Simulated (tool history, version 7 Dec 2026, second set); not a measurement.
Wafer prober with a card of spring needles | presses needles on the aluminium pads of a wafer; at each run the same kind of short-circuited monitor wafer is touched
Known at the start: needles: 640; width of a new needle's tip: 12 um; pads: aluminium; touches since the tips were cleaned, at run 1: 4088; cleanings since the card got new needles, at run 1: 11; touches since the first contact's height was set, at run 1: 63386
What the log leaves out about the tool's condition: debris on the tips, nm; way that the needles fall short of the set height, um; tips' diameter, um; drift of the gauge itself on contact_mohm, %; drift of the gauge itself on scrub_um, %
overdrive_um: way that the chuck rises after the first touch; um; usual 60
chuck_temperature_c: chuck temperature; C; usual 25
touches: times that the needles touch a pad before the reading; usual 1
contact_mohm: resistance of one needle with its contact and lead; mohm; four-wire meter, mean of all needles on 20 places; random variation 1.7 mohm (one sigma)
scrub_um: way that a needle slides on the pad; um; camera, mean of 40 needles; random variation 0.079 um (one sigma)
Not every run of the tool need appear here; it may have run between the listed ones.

run,day,overdrive_um,chuck_temperature_c,touches,touches since the tips were cleaned,cleanings since the card got new needles,touches since the first contact's height was set,contact_mohm,scrub_um
1,0.000,60,25,1,4088,11,63386,173,11.73
# day 0.150: tips cleaned on abrasive film
2,0.300,60,25,1,836,12,65012,175,11.76
3,0.746,60,25,1,3275,12,67451,173,11.78
# day 1.033: tips cleaned on abrasive film
4,1.188,60,25,1,856,13,69864,168,11.75
5,1.679,60,25,1,3562,13,72570,171,11.70
# day 1.912: tips cleaned on abrasive film
6,2.054,60,25,1,796,14,74612,175,11.76
7,2.329,60,25,1,2297,14,76113,173,11.69
8,2.596,60,25,1,3767,14,77583,171,11.79
# day 2.800: tips cleaned on abrasive film
9,2.921,60,25,1,684,15,79356,172,11.73
10,3.250,60,25,1,2476,15,81148,171,11.86
11,3.617,79,28,1,4498,15,83170,170,15.44
# day 3.671: tips cleaned on abrasive film
12,4.038,79,92,2,2018,16,85462,182,15.51
13,4.279,60,48,1,3350,16,86794,176,11.74
14,4.525,71,111,1,4687,16,88131,186,13.76
# day 4.554: tips cleaned on abrasive film
15,4.854,71,62,2,1658,17,89935,177,13.90

Predict each of these 3 candidate next runs independently; none follows another, all start after run 15:
A,5.267,60,26,2,3920,17,92197,?,?
B,5.267,62,62,2,3920,17,92197,?,?
C,5.267,73,66,2,3920,17,92197,?,?

run,contact_mohm,scrub_um
A,173,11.78
B,179,12.11
C,180,14.32
Without the tool's unlogged condition, the same runs would have read:
run,contact_mohm,scrub_um
A,172,11.78
B,179,12.12
C,180,14.33
